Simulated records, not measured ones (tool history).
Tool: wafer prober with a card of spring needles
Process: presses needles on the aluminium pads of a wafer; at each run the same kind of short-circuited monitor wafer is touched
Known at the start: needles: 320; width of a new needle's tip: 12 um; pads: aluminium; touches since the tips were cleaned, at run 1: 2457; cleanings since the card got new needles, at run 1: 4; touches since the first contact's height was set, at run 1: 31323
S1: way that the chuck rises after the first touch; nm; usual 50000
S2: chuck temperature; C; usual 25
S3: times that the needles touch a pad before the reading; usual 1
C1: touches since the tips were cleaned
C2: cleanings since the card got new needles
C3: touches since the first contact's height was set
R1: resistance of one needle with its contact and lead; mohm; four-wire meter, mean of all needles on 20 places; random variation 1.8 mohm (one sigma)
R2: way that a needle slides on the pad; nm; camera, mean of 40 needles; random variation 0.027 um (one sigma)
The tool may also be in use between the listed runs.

run,day,S1,S2,S3,C1,C2,C3,R1,R2
1,0.000,50000,25,1,2457,4,31323,181,10100
# day 0.312: tips cleaned on abrasive film
# day 0.871: tips cleaned on abrasive film
2,1.238,50000,68,1,4849,6,47662,187,10100
# day 1.354: tips cleaned on abrasive film
# day 1.883: tips cleaned on abrasive film
# day 2.417: tips cleaned on abrasive film
# day 2.888: tips cleaned on abrasive film
3,2.888,50000,68,1,0,10,69399,188,10060
# day 3.408: tips cleaned on abrasive film
# day 3.921: tips cleaned on abrasive film
4,3.921,50000,68,1,0,12,82983,193,10100
# day 4.450: tips cleaned on abrasive film
# day 4.946: tips cleaned on abrasive film
5,5.346,54000,68,1,5315,14,101847,189,10880
# day 5.462: tips cleaned on abrasive film
# day 6.021: tips cleaned on abrasive film
6,6.417,50000,25,1,5257,16,115971,179,10100
# day 6.496: tips cleaned on abrasive film
# day 7.029: tips cleaned on abrasive film
# day 7.579: tips cleaned on abrasive film
# day 8.025: tips cleaned on abrasive film
7,8.162,50000,25,1,1781,20,138915,182,10110
# day 8.567: tips cleaned on abrasive film
# day 9.088: tips cleaned on abrasive film
8,9.517,50000,25,1,5700,22,156809,184,10100
# day 9.629: tips cleaned on abrasive film
# day 10.154: tips cleaned on abrasive film
9,10.546,50000,25,1,5232,24,170421,181,10120
# day 10.662: tips cleaned on abrasive film
# day 11.133: tips cleaned on abrasive film
# day 11.254: height of the first contact set anew
# day 11.671: tips cleaned on abrasive film
# day 12.188: tips cleaned on abrasive film
10,12.367,50000,25,1,2386,28,14659,180,10100
# day 12.646: tips cleaned on abrasive film
# day 13.138: tips cleaned on abrasive film
11,13.138,44000,25,1,0,30,24789,182,8880
# day 13.667: tips cleaned on abrasive film
# day 14.192: tips cleaned on abrasive film
12,14.196,50000,76,1,91,32,38766,190,10160
# day 14.667: tips cleaned on abrasive film
# day 15.138: tips cleaned on abrasive film
13,15.138,50000,76,1,0,34,51163,193,10160
# day 15.688: tips cleaned on abrasive film
# day 16.179: tips cleaned on abrasive film
14,16.179,50000,76,1,0,36,64899,194,10150
# day 16.712: tips cleaned on abrasive film
# day 17.242: tips cleaned on abrasive film
15,17.475,50000,76,1,3101,38,81992,191,10120
# day 17.696: tips cleaned on abrasive film
# day 18.221: tips cleaned on abrasive film
# day 18.775: tips cleaned on abrasive film
# day 19.267: tips cleaned on abrasive film
16,19.283,52000,63,3,179,42,105814,190,10560
# day 19.817: tips cleaned on abrasive film
# day 20.346: tips cleaned on abrasive film
# day 20.812: tips cleaned on abrasive film
17,20.812,40000,57,3,0,45,125995,189,8130
# day 21.333: tips cleaned on abrasive film
# day 21.850: tips cleaned on abrasive film
# day 22.354: tips cleaned on abrasive film
18,22.508,41000,25,1,2085,48,148385,181,8320
# day 22.829: tips cleaned on abrasive film
# day 23.275: tips cleaned on abrasive film
# day 23.804: tips cleaned on abrasive film
19,24.000,31000,31,2,2627,51,168031,188,6300
# day 24.325: tips cleaned on abrasive film
# day 24.846: tips cleaned on abrasive film
# day 24.950: height of the first contact set anew
# day 25.367: tips cleaned on abrasive film
20,25.438,31000,31,2,910,54,6410,191,6330
# day 25.858: tips cleaned on abrasive film
# day 26.333: tips cleaned on abrasive film
# day 26.783: tips cleaned on abrasive film
21,27.225,52000,62,2,5881,57,30008,187,10620
# day 27.317: tips cleaned on abrasive film
# day 27.858: tips cleaned on abrasive film
# day 28.383: tips cleaned on abrasive film
22,28.583,62000,25,1,2668,60,47925,181,12630
# day 28.904: tips cleaned on abrasive film
# day 29.379: tips cleaned on abrasive film
23,29.429,38000,89,2,673,62,59057,198,7760
# day 29.933: tips cleaned on abrasive film
# day 30.458: tips cleaned on abrasive film
# day 30.933: tips cleaned on abrasive film
24,30.933,38000,43,3,0,65,78866,191,7730
# day 31.475: tips cleaned on abrasive film
# day 32.029: tips cleaned on abrasive film
25,32.054,50000,42,1,370,67,93671,183,10190
# day 32.504: tips cleaned on abrasive film
# day 32.954: tips cleaned on abrasive film
26,33.100,50000,100,1,1978,69,107480,198,10190

The next listed run, before its measurement:
# day 33.429: tips cleaned on abrasive film
# day 33.958: tips cleaned on abrasive film
# day 34.471: tips cleaned on abrasive film
27,34.471,55000,100,2,0,72,125524,?,?

{"run 27": {"R1": 194, "R2": 11220}}
Without the tool's hidden state the same run would have given R1 194 mohm, R2 11060 nm.
